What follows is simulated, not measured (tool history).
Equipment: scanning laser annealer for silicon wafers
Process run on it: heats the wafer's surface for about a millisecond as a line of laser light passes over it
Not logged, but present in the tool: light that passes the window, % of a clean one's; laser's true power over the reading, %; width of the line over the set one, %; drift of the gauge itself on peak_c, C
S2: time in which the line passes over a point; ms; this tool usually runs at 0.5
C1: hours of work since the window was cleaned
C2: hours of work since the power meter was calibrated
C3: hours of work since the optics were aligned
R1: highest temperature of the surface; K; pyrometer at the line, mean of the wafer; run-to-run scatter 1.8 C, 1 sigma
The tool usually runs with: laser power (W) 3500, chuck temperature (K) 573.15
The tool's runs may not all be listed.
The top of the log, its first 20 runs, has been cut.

Run 21, hour 165.8: usual settings; C1 361; C2 145; C3 1306. Result: R1 1263.15 K.
Run 22, hour 176.4: usual settings; C1 368; C2 152; C3 1313. Result: R1 1262.15 K.
Run 23, hour 184.2: usual settings but laser power (W) 3815, S2 0.376 ms, chuck temperature (K) 536.15; C1 374; C2 157; C3 1318. Result: R1 1186.15 K.
Run 24, hour 193.3: usual settings but laser power (W) 2987, S2 0.561 ms, chuck temperature (K) 542.15; C1 380; C2 163; C3 1325. Result: R1 1148.15 K.
Run 25, hour 201: usual settings but laser power (W) 2987, S2 0.561 ms, chuck temperature (K) 542.15; C1 385; C2 168; C3 1330. Result: R1 1146.15 K.
Run 26, hour 211.2: usual settings but laser power (W) 2987, S2 0.561 ms, chuck temperature (K) 542.15; C1 392; C2 175; C3 1337. Result: R1 1147.15 K.
Run 27, hour 221.8: usual settings but laser power (W) 3029, chuck temperature (K) 538.15; C1 399; C2 182; C3 1344. Result: R1 1114.15 K.
Run 28, hour 227.8: usual settings but laser power (W) 3056, S2 0.404 ms, chuck temperature (K) 603.15; C1 403; C2 186; C3 1348. Result: R1 1114.15 K.
Run 29, hour 236.2: usual settings but laser power (W) 3056, S2 0.604 ms, chuck temperature (K) 540.15; C1 409; C2 192; C3 1353. Result: R1 1183.15 K.
At hour 238.7: window over the wafer cleaned.
Run 30, hour 246.4: usual settings but laser power (W) 3625, S2 0.374 ms, chuck temperature (K) 548.15; C1 5; C2 198; C3 1359. Result: R1 1199.15 K.
Run 31, hour 251: usual settings but laser power (W) 3625, S2 0.588 ms, chuck temperature (K) 589.15; C1 8; C2 201; C3 1362. Result: R1 1433.15 K.
Run 32, hour 259.9: usual settings but laser power (W) 3300, S2 0.588 ms, chuck temperature (K) 611.15; C1 14; C2 207; C3 1368. Result: R1 1365.15 K.
Run 33, hour 265.2: usual settings but laser power (W) 3300, S2 0.588 ms, chuck temperature (K) 611.15; C1 18; C2 210; C3 1372. Result: R1 1363.15 K.
Run 34, hour 273.8: usual settings but laser power (W) 3445, S2 0.402 ms, chuck temperature (K) 562.15; C1 24; C2 216; C3 1377. Result: R1 1195.15 K.
Run 35, hour 279.7: usual settings but laser power (W) 3550, S2 0.415 ms; C1 28; C2 220; C3 1381. Result: R1 1246.15 K.
Run 36, hour 288.6: usual settings but chuck temperature (K) 596.15; C1 34; C2 226; C3 1387. Result: R1 1326.15 K.
Run 37, hour 296.7: usual settings but laser power (W) 3045; C1 39; C2 231; C3 1393. Result: R1 1196.15 K.
Run 38, hour 307.3: usual settings but laser power (W) 3082, S2 0.371 ms, chuck temperature (K) 575.15; C1 46; C2 238; C3 1400. Result: R1 1100.15 K.
Run 39, hour 311.8: usual settings but laser power (W) 3082, S2 0.371 ms, chuck temperature (K) 575.15; C1 49; C2 242; C3 1403. Result: R1 1101.15 K.
Run 40, hour 321.1: usual settings but laser power (W) 3192, S2 0.571 ms; C1 55; C2 248; C3 1409. Result: R1 1279.15 K.
Run 41, hour 325.9: usual settings but laser power (W) 3192, S2 0.571 ms; C1 59; C2 251; C3 1412. Result: R1 1275.15 K.

Forecast each of these 3 alternatives for the next run:
Run A, hour 335: usual settings but laser power (W) 3843, S2 0.456 ms, chuck temperature (K) 565.15; C1 65; C2 257; C3 1418. Result: R1 ?.
Run B, hour 335: usual settings but S2 0.543 ms, chuck temperature (K) 557.15; C1 65; C2 257; C3 1418. Result: R1 ?.
Run C, hour 335: usual settings but S2 0.59 ms, chuck temperature (K) 607.15; C1 65; C2 257; C3 1418. Result: R1 ?.

run       R1
  A  1339.15
  B  1322.15
  C  1413.15
Take away the tool's hidden state, keep each run's random variation, and the runs would have read:
run       R1
  A  1361.15
  B  1344.15
  C  1436.15
